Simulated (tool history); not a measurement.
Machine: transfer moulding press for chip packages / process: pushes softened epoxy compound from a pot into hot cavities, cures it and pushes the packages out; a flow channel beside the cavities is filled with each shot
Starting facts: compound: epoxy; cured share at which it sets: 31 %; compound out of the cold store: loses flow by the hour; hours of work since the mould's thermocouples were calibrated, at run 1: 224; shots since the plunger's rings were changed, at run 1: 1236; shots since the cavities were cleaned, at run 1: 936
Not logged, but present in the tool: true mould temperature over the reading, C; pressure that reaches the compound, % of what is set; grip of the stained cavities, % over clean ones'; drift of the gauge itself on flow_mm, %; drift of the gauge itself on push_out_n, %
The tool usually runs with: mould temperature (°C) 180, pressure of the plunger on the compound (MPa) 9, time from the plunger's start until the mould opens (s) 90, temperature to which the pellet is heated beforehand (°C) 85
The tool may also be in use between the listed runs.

run   hour  mould temperature (°C)  pressure of the plunger on the compound (MPa)  time from the plunger's start until the mould opens (s)  temperature to which the pellet is heated beforehand (°C)  hours of work since the mould's thermocouples were calibrated  shots since the plunger's rings were changed  shots since the cavities were cleaned  incoming compound's hours out of the cold store  length that the compound runs in the flow channel (mm)  greatest force on the pins that push the packages out (N)
  1      0                     180                                              9                                                       90                                                         85                                                            224                                          1236                                    936                                             21.4                                                     782                                                        507
  2   11.4                     180                                              9                                                       90                                                         85                                                            232                                          1407                                   1107                                               21                                                     786                                                        507
      19.8  -- cavities cleaned with cleaning compound and waxed
  3   26.5                     180                                              9                                                      116                                                         85                                                            241                                          1611                                    101                                             25.1                                                     769                                                        442
  4     36                     180                                              9                                                       90                                                         85                                                            248                                          1752                                    242                                             14.9                                                     814                                                        493
  5   43.9                     180                                              9                                                       90                                                         85                                                            253                                          1870                                    360                                             21.8                                                     775                                                        509
  6   55.8                     180                                              9                                                       90                                                         85                                                            261                                          2050                                    540                                               18                                                     796                                                        487
  7   68.2                     174                                              9                                                       90                                                         85                                                            270                                          2235                                    725                                             33.4                                                     754                                                        667
  8   76.6                     174                                              9                                                       90                                                         85                                                            276                                          2360                                    850                                             40.6                                                     717                                                        639
  9   86.2                     174                                              9                                                       90                                                         85                                                            282                                          2504                                    994                                             43.1                                                     707                                                        635
     102.1  -- cavities cleaned with cleaning compound and waxed
 10  103.1                     174                                              9                                                       90                                                         85                                                            293                                          2735                                     16                                             18.9                                                     816                                                        670
 11  116.6                     174                                              9                                                       90                                                         85                                                            302                                          2937                                    218                                             37.9                                                     739                                                        665
 12  129.2                     174                                              9                                                       98                                                         85                                                            311                                          3125                                    406                                             31.1                                                     760                                                        578
 13  143.5                     174                                              9                                                       98                                                         85                                                            320                                          3339                                    620                                             35.2                                                     745                                                        581
 14  150.4                     174                                              9                                                       98                                                         85                                                            325                                          3443                                    724                                               44                                                     705                                                        565
 15  162.7                     174                                              9                                                      124                                                         85                                                            334                                          3627                                    908                                             31.3                                                     764                                                        436
 16  171.6                     174                                              9                                                      124                                                         85                                                            340                                          3761                                   1042                                             22.9                                                     798                                                        460
 17  179.6                     176                                           8.03                                                       90                                                         85                                                            345                                          3880                                   1161                                             11.4                                                     807                                                        618
     184.7  -- cavities cleaned with cleaning compound and waxed
     188.1  -- plunger's sealing rings changed
 18  196.6                     178                                           9.19                                                       82                                                         84                                                            354                                           128                                    141                                             38.4                                                     723                                                        587
 19  206.2                     178                                           9.19                                                       82                                                         89                                                            361                                           271                                    284                                             30.7                                                     754                                                        602
 20  215.4                     178                                           9.19                                                       82                                                         89                                                            367                                           410                                    423                                             31.6                                                     750                                                        648
 21  226.5                     184                                          10.75                                                      128                                                         85                                                            375                                           576                                    589                                             25.9                                                     816                                                        410
     230.7  -- mould's thermocouples calibrated
 22  244.3                     178                                              9                                                       88                                                         91                                                              9                                           811                                    824                                             43.4                                                     698                                                        535
 23    252                     175                                              9                                                       85                                                         90                                                             15                                           926                                    939                                             17.7                                                     824                                                        764
 24    265                     180                                           9.28                                                       74                                                         95                                                             23                                          1121                                   1134                                              9.8                                                     850                                                        716
     271.2  -- cavities cleaned with cleaning compound and waxed
 25  278.5                     176                                          10.45                                                       80                                                         75                                                             32                                          1302                                    110                                               42                                                     762                                                        708
 26  294.6                     176                                           9.13                                                       90                                                         81                                                             43                                          1543                                    351                                             34.4                                                     743                                                        582
 27  303.7                     176                                           9.13                                                       90                                                         81                                                             49                                          1679                                    487                                             19.4                                                     816                                                        606
 28  318.6                     181                                            8.9                                                       90                                                         80                                                             59                                          1901                                    709                                             10.6                                                     829                                                        503

How the hidden state differs across the entries between the runs, from the last listed run before each to the first after it:
Between runs 2 and 3: cavities cleaned with cleaning compound and waxed (hour 19.8)
  pressure that reaches the compound, % of what is set: 99.93 -> 99.91; grip of the stained cavities, % over clean ones': 1.4 -> 0.2
  measured minus no-state result, greatest force on the pins that push the packages out (N): +7 -> +1
Between runs 9 and 10: cavities cleaned with cleaning compound and waxed (hour 102.1)
  pressure that reaches the compound, % of what is set: 99.87 -> 99.86; grip of the stained cavities, % over clean ones': 1.3 -> 0
  measured minus no-state result, greatest force on the pins that push the packages out (N): +9 -> +1
Between runs 17 and 18: cavities cleaned with cleaning compound and waxed (hour 184.7); plunger's sealing rings changed (hour 188.1)
  pressure that reaches the compound, % of what is set: 99.8 -> 99.99; grip of the stained cavities, % over clean ones': 1.4 -> 0.4
  measured minus no-state result, greatest force on the pins that push the packages out (N): +10 -> +3
Between runs 21 and 22: mould's thermocouples calibrated (hour 230.7)
  true mould temperature over the reading, C: -0.02 -> 0; pressure that reaches the compound, % of what is set: 99.96 -> 99.95; grip of the stained cavities, % over clean ones': 1 -> 1.2
  measured minus no-state result, greatest force on the pins that push the packages out (N): +4 -> +6
Between runs 24 and 25: cavities cleaned with cleaning compound and waxed (hour 271.2)
  pressure that reaches the compound, % of what is set: 99.94 -> 99.93; grip of the stained cavities, % over clean ones': 1.4 -> 0.3
  measured minus no-state result, greatest force on the pins that push the packages out (N): +10 -> +1
